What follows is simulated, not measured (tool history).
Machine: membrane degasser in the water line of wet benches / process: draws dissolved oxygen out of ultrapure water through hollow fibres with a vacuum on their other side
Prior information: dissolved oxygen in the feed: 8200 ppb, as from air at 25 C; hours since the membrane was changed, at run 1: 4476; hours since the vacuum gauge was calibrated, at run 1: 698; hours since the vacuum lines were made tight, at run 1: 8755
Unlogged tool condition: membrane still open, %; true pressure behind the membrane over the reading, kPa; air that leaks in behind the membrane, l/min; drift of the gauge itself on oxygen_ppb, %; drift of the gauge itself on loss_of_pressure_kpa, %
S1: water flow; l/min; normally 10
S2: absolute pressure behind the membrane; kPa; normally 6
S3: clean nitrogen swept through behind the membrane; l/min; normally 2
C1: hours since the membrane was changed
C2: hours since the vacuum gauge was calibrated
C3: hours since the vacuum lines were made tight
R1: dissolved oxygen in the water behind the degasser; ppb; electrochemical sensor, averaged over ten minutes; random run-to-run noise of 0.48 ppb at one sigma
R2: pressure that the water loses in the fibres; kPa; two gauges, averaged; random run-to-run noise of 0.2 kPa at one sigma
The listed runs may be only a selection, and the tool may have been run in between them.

run,day,S1,S2,S3,C1,C2,C3,R1,R2
1,0,10,6,2,4476,698,8755,39.6,46.31
2,3.529,10,6,2,4561,783,8840,40.5,46.04
3,8.504,10,6,2,4680,903,8959,40.3,46.25
4,11.538,10,6,2.07,4753,975,9032,38.7,46.26
5,17.475,10,6,2,4896,1118,9175,39.5,46.08
6,20.929,10,6,2,4979,1201,9258,39.2,46.56
7,23.817,10,7.62,2,5048,1270,9327,59.7,46.43
8,26.542,10,7.62,2,5113,1335,9392,58.7,46.29
9,31.812,10,7.62,2,5240,1462,9519,59.8,46.12
# day 36.954: seals of the vacuum lines changed
10,37.696,10,7.62,2,5379,1601,18,57.5,46.48
11,41.971,10,7.62,2,5482,1704,120,59,46.93
12,44.646,7,7.62,2,5546,1768,185,38.3,32.64
13,50.258,7,7.62,2,5681,1903,319,39,32.45
14,54.471,7,7.62,3.75,5782,2004,420,22,32.17
15,60,10,6,2,5914,2136,553,40.1,46.2
16,63.638,10,6,2,6002,2224,640,38.9,46.67
17,69.546,10,6.72,0.82,6143,2366,782,105.8,46.86
18,75.554,10,6.72,0.82,6288,2510,926,106.1,46.51
19,78.767,14,6,2,6365,2587,1004,72.9,65.54
20,84.162,8,6,1.38,6494,2716,1133,42.6,37.08
21,88.883,15,4.01,1.89,6607,2830,1246,52.2,70.36
22,92,10,9.01,3.52,6682,2904,1321,45.3,46.86
23,95.721,10,9.01,3.52,6772,2994,1410,45.7,46.89
24,98.212,13,3.78,1.58,6831,3054,1470,31.6,60.94
25,101.404,13,3.78,1.58,6908,3130,1547,30.9,61.36
26,106.062,9,6,5.07,7020,3242,1659,15.3,41.88
27,111.683,10,5.74,3.09,7155,3377,1794,25.3,46.88
28,116.45,9,10.05,1.96,7269,3491,1908,79.8,42.29
29,120.646,8,12.35,1.96,7370,3592,2009,94.5,37.4
30,124.946,10,8.07,2.85,7473,3695,2112,47.3,46.71
31,127.821,15,9.51,2,7542,3764,2181,150.3,70.45
32,133.188,15,9.51,2,7671,3893,2310,150.5,70.73

Forecast each of these 3 alternatives for the next run:
A,137.262,10,9.51,2,7769,3991,2407,?,?
B,137.262,12,5.46,1.38,7769,3991,2407,?,?
C,137.262,7,12.06,2,7769,3991,2407,?,?

run,R1,R2
A,82.5,47.07
B,61,56.27
C,78.1,32.88
The same runs, with their run-to-run variation unchanged, on a tool lacking any hidden condition would have given:
run,R1,R2
A,79.6,45.29
B,55.6,54.13
C,76.4,31.63

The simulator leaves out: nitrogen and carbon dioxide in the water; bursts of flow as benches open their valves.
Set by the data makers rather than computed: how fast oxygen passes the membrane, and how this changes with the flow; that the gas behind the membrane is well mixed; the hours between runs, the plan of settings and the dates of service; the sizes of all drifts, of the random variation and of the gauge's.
